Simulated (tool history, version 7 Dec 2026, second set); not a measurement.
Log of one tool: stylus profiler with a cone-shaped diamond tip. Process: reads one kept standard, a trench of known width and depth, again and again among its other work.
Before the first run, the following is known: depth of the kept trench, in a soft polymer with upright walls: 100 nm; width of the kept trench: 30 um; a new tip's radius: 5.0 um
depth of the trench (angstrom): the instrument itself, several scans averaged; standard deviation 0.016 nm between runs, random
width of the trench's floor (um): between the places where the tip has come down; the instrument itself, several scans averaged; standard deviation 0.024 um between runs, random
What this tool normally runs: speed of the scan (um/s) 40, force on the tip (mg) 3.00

run,hour,speed of the scan (um/s),force on the tip (mg),depth of the trench (angstrom),width of the trench's floor (um)
1,0.0,40,3.00,1008.3,27.87
2,60.7,40,1.27,1004.8,27.88
3,129.4,94,3.00,1008.2,27.74
4,176.6,40,3.00,1008.6,27.88
5,259.3,40,3.00,1008.5,27.90
6,303.2,40,3.00,1008.3,27.88
7,383.1,40,3.00,1008.2,27.89
8,442.0,40,3.00,1008.1,27.90
9,492.9,40,3.00,1008.5,27.93
10,572.5,40,3.00,1008.4,27.92
11,647.0,40,3.00,1008.5,27.91
12,730.7,40,3.00,1008.5,27.90
13,785.3,40,3.00,1008.3,27.85
14,824.0,40,3.00,1007.8,27.87
15,878.5,40,3.00,1008.2,27.89
16,936.6,40,3.00,1008.4,27.88
17,982.9,68,3.00,1008.5,27.83
18,1021.9,68,3.00,1008.5,27.80
19,1095.8,68,3.00,1008.2,27.81
20,1164.9,68,3.00,1008.2,27.85
21,1245.6,68,3.00,1008.3,27.80
22,1324.9,68,3.00,1008.3,27.81
23,1397.9,39,3.00,1008.2,27.88
24,1445.9,39,3.00,1008.5,27.90
25,1521.0,39,3.00,1008.5,27.90
26,1579.8,40,2.58,1007.6,27.88
27,1634.2,15,6.81,1014.4,27.98
28,1705.8,15,6.81,1014.4,27.98
29,1767.4,56,8.92,1016.9,27.89
30,1849.1,56,8.92,1017.2,27.92
31,1894.3,37,8.35,1016.5,27.95
32,1944.6,40,2.51,1007.4,27.93
33,1981.9,40,2.51,1007.3,27.87
34,2042.0,43,1.56,1005.5,27.81
35,2101.9,43,1.56,1005.4,27.84
36,2139.3,43,1.56,1005.6,27.85
37,2177.6,124,1.54,1005.0,27.47
# hour 2204.3: height scale calibrated on a step standard
38,2221.3,34,3.55,1009.5,27.89
39,2268.4,34,3.55,1009.6,27.92
40,2340.0,19,2.71,1007.7,27.93
41,2413.0,19,2.71,1007.7,27.92
42,2478.8,19,2.71,1007.8,27.98
43,2522.2,38,2.32,1007.2,27.86
44,2564.5,115,5.64,1012.9,27.75
45,2605.7,92,3.00,1008.4,27.74
46,2674.5,92,3.00,1008.3,27.69

What if the next run were any one of these 4? Each begins from the tool's condition after run 46:
A,2716.8,21,7.11,?,?
B,2716.8,92,2.88,?,?
C,2716.8,92,4.92,?,?
D,2716.8,13,4.15,?,?

run,depth of the trench (angstrom),width of the trench's floor (um)
A,1014.8,27.99
B,1007.9,27.70
C,1011.5,27.77
D,1010.3,27.99
Stripped of hidden state, with their random variation kept, the same runs would have yielded:
run,depth of the trench (angstrom),width of the trench's floor (um)
A,1014.8,27.99
B,1007.9,27.71
C,1011.5,27.78
D,1010.3,27.99
